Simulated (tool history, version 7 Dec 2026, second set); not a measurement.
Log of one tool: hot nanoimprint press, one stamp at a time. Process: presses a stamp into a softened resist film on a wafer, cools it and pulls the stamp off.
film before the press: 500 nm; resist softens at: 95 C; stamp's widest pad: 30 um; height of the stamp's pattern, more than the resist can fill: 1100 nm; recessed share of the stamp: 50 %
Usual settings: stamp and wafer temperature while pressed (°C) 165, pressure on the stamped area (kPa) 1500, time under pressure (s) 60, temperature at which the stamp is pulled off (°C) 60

run,hour,stamp and wafer temperature while pressed (°C),pressure on the stamped area (kPa),time under pressure (s),temperature at which the stamp is pulled off (°C),resist left under the stamp's widest pad (angstrom),greatest force while the stamp is pulled off (N)
1,0.0,165,1500,60,60,1736,143
2,3.8,165,1500,60,60,1740,141
3,7.7,165,1500,60,60,1739,143
4,11.8,165,990,60,60,2193,142
5,18.3,165,990,60,60,2205,144
6,25.5,165,990,60,60,2206,146
7,29.2,175,1500,47,60,1270,145
# hour 33.1: plate thermocouple calibrated
8,40.3,168,1750,86,57,1200,147
9,45.9,168,1750,86,57,1201,152
10,49.7,165,1280,60,54,1871,162
11,58.3,177,1280,60,60,1167,149

Run 12 comes next. What will it give?
# hour 65.4: plate thermocouple calibrated, once more
12,66.0,165,950,103,52,?,?

Run 12 gave resist left under the stamp's widest pad (angstrom) 1946, greatest force while the stamp is pulled off (N) 171.
Without the tool's hidden state the same run would have given resist left under the stamp's widest pad (angstrom) 1930, greatest force while the stamp is pulled off (N) 130.

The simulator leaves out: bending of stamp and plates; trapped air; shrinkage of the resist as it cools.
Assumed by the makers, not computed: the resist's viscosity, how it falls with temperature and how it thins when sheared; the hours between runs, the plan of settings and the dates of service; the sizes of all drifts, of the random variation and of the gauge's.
